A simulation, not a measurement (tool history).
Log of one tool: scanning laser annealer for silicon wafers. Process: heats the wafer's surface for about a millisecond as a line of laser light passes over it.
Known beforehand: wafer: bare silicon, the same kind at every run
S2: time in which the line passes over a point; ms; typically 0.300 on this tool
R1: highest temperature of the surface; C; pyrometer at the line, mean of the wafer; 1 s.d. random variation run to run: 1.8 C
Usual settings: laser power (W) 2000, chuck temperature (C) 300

run 1 hour=0.0 | laser_power_(W)=2000 S2=0.300 chuck_temperature_(C)=300 | R1=1072
run 2 hour=33.4 | laser_power_(W)=2000 S2=0.300 chuck_temperature_(C)=300 | R1=1072
run 3 hour=58.0 | laser_power_(W)=2000 S2=0.300 chuck_temperature_(C)=300 | R1=1068
run 4 hour=94.9 | laser_power_(W)=2000 S2=0.300 chuck_temperature_(C)=300 | R1=1072
run 5 hour=124.9 | laser_power_(W)=2000 S2=0.300 chuck_temperature_(C)=312 | R1=1084
run 6 hour=158.9 | laser_power_(W)=2000 S2=0.300 chuck_temperature_(C)=312 | R1=1086
run 7 hour=191.0 | laser_power_(W)=2000 S2=0.300 chuck_temperature_(C)=312 | R1=1087
run 8 hour=208.4 | laser_power_(W)=2000 S2=0.300 chuck_temperature_(C)=300 | R1=1072
run 9 hour=225.5 | laser_power_(W)=2000 S2=0.300 chuck_temperature_(C)=300 | R1=1074
run 10 hour=265.1 | laser_power_(W)=2000 S2=0.300 chuck_temperature_(C)=300 | R1=1072
run 11 hour=289.1 | laser_power_(W)=2000 S2=0.300 chuck_temperature_(C)=300 | R1=1072
run 12 hour=316.9 | laser_power_(W)=2000 S2=0.300 chuck_temperature_(C)=300 | R1=1073
run 13 hour=338.1 | laser_power_(W)=1971 S2=0.300 chuck_temperature_(C)=300 | R1=1059
run 14 hour=356.9 | laser_power_(W)=2052 S2=0.275 chuck_temperature_(C)=270 | R1=1029
run 15 hour=391.9 | laser_power_(W)=1961 S2=0.275 chuck_temperature_(C)=301 | R1=1027
run 16 hour=420.8 | laser_power_(W)=1961 S2=0.275 chuck_temperature_(C)=301 | R1=1027
run 17 hour=459.6 | laser_power_(W)=1961 S2=0.275 chuck_temperature_(C)=301 | R1=1028
run 18 hour=482.8 | laser_power_(W)=2094 S2=0.354 chuck_temperature_(C)=303 | R1=1174
run 19 hour=518.5 | laser_power_(W)=2094 S2=0.213 chuck_temperature_(C)=303 | R1=983
run 20 hour=558.1 | laser_power_(W)=1729 S2=0.371 chuck_temperature_(C)=300 | R1=1053
run 21 hour=585.2 | laser_power_(W)=1784 S2=0.340 chuck_temperature_(C)=337 | R1=1079
run 22 hour=610.8 | laser_power_(W)=2054 S2=0.290 chuck_temperature_(C)=300 | R1=1078

4 ways to go on from here, each from the tool as it stands after run 22. What would each give?
run A hour=632.0 | laser_power_(W)=2156 S2=0.300 chuck_temperature_(C)=264 | R1=?
run B hour=632.0 | laser_power_(W)=2000 S2=0.300 chuck_temperature_(C)=329 | R1=?
run C hour=632.0 | laser_power_(W)=2054 S2=0.364 chuck_temperature_(C)=300 | R1=?
run D hour=632.0 | laser_power_(W)=1874 S2=0.300 chuck_temperature_(C)=300 | R1=?

run=A R1=1089
run=B R1=1101
run=C R1=1169
run=D R1=1028
Without the tool's unlogged condition, the same runs would have read:
run=A R1=1089
run=B R1=1101
run=C R1=1169
run=D R1=1029

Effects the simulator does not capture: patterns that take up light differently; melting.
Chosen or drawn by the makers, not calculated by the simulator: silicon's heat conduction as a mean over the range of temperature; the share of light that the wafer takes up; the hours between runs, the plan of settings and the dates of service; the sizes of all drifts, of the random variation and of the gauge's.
